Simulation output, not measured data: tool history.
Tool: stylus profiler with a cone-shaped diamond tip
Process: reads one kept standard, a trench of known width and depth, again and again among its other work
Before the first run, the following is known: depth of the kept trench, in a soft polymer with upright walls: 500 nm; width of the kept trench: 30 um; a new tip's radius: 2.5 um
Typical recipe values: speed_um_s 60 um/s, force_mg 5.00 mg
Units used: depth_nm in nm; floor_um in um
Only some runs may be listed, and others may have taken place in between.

run   hour  speed_um_s  force_mg  depth_nm  floor_um
  1    0.0          60      5.00    504.41     26.85
  2   13.8         128      5.00    504.55     26.62
  3   27.6         128      5.00    504.25     26.56
  4   37.9         128      5.00    504.53     26.60
  5   47.5         128      5.00    504.72     26.59
  6   55.8         128      5.00    504.41     26.56
  7   71.4         128      5.00    504.43     26.60
  8   81.0          60     10.15    507.48     26.91
  9   87.6          60      5.00    504.55     26.79
 10   94.1         189      5.00    504.65     26.39
 11  105.1          26      5.00    504.58     26.95
 12  120.7          60      3.06    503.12     26.77
 13  133.9          47      5.00    504.66     26.82
 14  142.3          60      4.19    503.77     26.76
 15  154.2          60      4.19    504.21     26.81
 16  169.4          60      5.00    504.54     26.79
 17  176.8          60      5.00    504.55     26.76
 18  189.2          60      5.00    504.35     26.75
 19  196.2          60      5.00    504.65     26.90
 20  210.6          60      5.00    504.33     26.83
 21  217.5          60      5.00    504.31     26.79
 22  227.4          58      5.00    504.49     26.78
 23  240.3         112      5.00    504.42     26.66
 24  250.0         112      5.00    504.31     26.67
 25  265.0          21     11.97    508.15     26.95
 26  280.5          21      6.48    505.13     26.93
 27  289.5          21      6.48    505.60     26.93

Run 28 is up next; what results do you expect?
 28  300.9          75      2.08         ?         ?

{"run 28": {"depth_nm": 502.37, "floor_um": 26.61}}
Were there no unlogged condition in the tool, this run, its random variation unchanged, would have produced depth_nm 502.37 nm, floor_um 26.61 um.
